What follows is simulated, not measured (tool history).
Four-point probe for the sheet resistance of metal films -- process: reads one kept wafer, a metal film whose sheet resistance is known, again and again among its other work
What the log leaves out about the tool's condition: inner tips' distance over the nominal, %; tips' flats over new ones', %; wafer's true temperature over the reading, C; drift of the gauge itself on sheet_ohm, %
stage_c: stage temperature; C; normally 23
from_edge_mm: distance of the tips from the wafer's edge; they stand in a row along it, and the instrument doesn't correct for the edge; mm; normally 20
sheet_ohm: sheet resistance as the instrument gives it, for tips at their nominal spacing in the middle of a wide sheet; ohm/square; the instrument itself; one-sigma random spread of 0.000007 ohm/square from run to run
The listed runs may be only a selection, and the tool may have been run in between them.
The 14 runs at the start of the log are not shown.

| run | hour | stage_c | from_edge_mm | touches since the probe head was changed | hours of work since the stage's thermometer was calibrated | sheet_ohm |
|---|---|---|---|---|---|---|
| 15 | 204.4 | 24 | 26 | 25158 | 1633 | 0.034928 |
| 16 | 215.7 | 24 | 26 | 25454 | 1642 | 0.034936 |
| 17 | 233.2 | 24 | 26 | 25916 | 1656 | 0.034936 |
| 18 | 245.7 | 24 | 26 | 26246 | 1666 | 0.034935 |
| 19 | 258.2 | 23 | 20 | 26576 | 1676 | 0.034957 |
| 20 | 281.6 | 23 | 20 | 27191 | 1695 | 0.034933 |
| 21 | 296.6 | 23 | 20 | 27586 | 1707 | 0.034932 |
| 22 | 320.2 | 23 | 20 | 28209 | 1726 | 0.034948 |
| 23 | 333.2 | 23 | 43 | 28552 | 1736 | 0.034887 |
| 24 | 350.3 | 21 | 6 | 29001 | 1750 | 0.035655 |
| 25 | 361.0 | 21 | 6 | 29285 | 1758 | 0.035660 |
| 26 | 372.8 | 27 | 6 | 29594 | 1768 | 0.035747 |
| 27 | 391.5 | 27 | 6 | 30087 | 1783 | 0.035750 |
| 28 | 405.9 | 27 | 6 | 30467 | 1794 | 0.035752 |
| 29 | 418.9 | 20 | 33 | 30809 | 1804 | 0.034847 |
| 30 | 431.8 | 19 | 72 | 31148 | 1815 | 0.034796 |
| 31 | 452.0 | 19 | 72 | 31681 | 1831 | 0.034810 |
| 32 | 468.5 | 19 | 62 | 32115 | 1844 | 0.034804 |
| 33 | 490.4 | 24 | 9 | 32692 | 1862 | 0.035237 |
| 34 | 505.7 | 26 | 6 | 33096 | 1874 | 0.035728 |
| 35 | 523.7 | 20 | 20 | 33570 | 1888 | 0.034877 |
| 36 | 540.9 | 22 | 55 | 34024 | 1902 | 0.034838 |

Expected results for the next run?
| 37 | 557.7 | 26 | 4 | 34466 | 1915 | ? |

{"run 37": {"sheet_ohm": 0.036703}}
The same run, on a tool lacking any hidden state, would have yielded sheet_ohm 0.036646 ohm/square.

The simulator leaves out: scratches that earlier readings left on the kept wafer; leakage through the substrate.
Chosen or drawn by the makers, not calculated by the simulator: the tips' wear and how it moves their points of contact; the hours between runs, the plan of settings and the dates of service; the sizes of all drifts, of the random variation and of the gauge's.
